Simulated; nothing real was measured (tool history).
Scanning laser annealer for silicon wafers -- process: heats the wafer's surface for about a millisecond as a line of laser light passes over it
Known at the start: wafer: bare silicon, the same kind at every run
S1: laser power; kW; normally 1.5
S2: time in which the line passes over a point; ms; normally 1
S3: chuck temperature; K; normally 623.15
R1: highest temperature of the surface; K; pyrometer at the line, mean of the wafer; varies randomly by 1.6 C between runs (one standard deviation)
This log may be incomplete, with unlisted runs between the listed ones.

Run 1, hour 0: usual settings. Result: R1 1357.15 K.
Run 2, hour 11.2: usual settings. Result: R1 1355.15 K.
Run 3, hour 17.8: usual settings. Result: R1 1357.15 K.
Run 4, hour 25.9: usual settings. Result: R1 1356.15 K.
Run 5, hour 34.4: usual settings. Result: R1 1359.15 K.
Run 6, hour 46.9: usual settings. Result: R1 1356.15 K.
Run 7, hour 59.2: usual settings. Result: R1 1354.15 K.
Run 8, hour 68.3: usual settings but S2 1.13 ms. Result: R1 1405.15 K.
At hour 71.4: window over the wafer cleaned.
Run 9, hour 81.5: usual settings but S2 1.13 ms. Result: R1 1404.15 K.
Run 10, hour 90.4: usual settings but S1 1.607 kW, S2 0.78 ms, S3 649.15 K. Result: R1 1335.15 K.
Run 11, hour 102.9: usual settings but S1 1.607 kW, S2 0.78 ms, S3 649.15 K. Result: R1 1335.15 K.
Run 12, hour 112.3: usual settings but S1 1.607 kW, S2 0.78 ms, S3 649.15 K. Result: R1 1335.15 K.
Run 13, hour 124.7: usual settings but S1 1.607 kW, S2 0.78 ms, S3 649.15 K. Result: R1 1333.15 K.
At hour 132.1: window over the wafer cleaned, once more.
Run 14, hour 139.1: usual settings but S1 1.386 kW, S2 1.17 ms, S3 660.15 K. Result: R1 1391.15 K.
Run 15, hour 148.7: usual settings but S1 1.296 kW, S2 0.83 ms, S3 612.15 K. Result: R1 1179.15 K.
Run 16, hour 160: usual settings but S1 1.629 kW, S2 0.83 ms, S3 633.15 K. Result: R1 1364.15 K.
Run 17, hour 172.6: usual settings but S1 1.629 kW, S2 0.83 ms, S3 633.15 K. Result: R1 1362.15 K.
Run 18, hour 184.1: usual settings but S1 1.629 kW, S2 0.83 ms, S3 633.15 K. Result: R1 1361.15 K.

Here are 5 independent what-if runs from the current tool condition. What would each one return?
Run A, hour 189.6: usual settings but S1 1.511 kW, S2 0.83 ms, S3 633.15 K. Result: R1 ?.
Run B, hour 189.6: usual settings but S1 1.284 kW, S2 0.84 ms, S3 619.15 K. Result: R1 ?.
Run C, hour 189.6: usual settings but S1 1.454 kW, S2 0.83 ms, S3 653.15 K. Result: R1 ?.
Run D, hour 189.6: usual settings but S1 1.616 kW, S2 0.72 ms. Result: R1 ?.
Run E, hour 189.6: usual settings but S3 662.15 K. Result: R1 ?.

run       R1
  A  1303.15
  B  1181.15
  C  1293.15
  D  1293.15
  E  1396.15
With the hidden condition removed and each run's random variation left untouched, the same runs would have given:
run       R1
  A  1308.15
  B  1184.15
  C  1297.15
  D  1297.15
  E  1401.15

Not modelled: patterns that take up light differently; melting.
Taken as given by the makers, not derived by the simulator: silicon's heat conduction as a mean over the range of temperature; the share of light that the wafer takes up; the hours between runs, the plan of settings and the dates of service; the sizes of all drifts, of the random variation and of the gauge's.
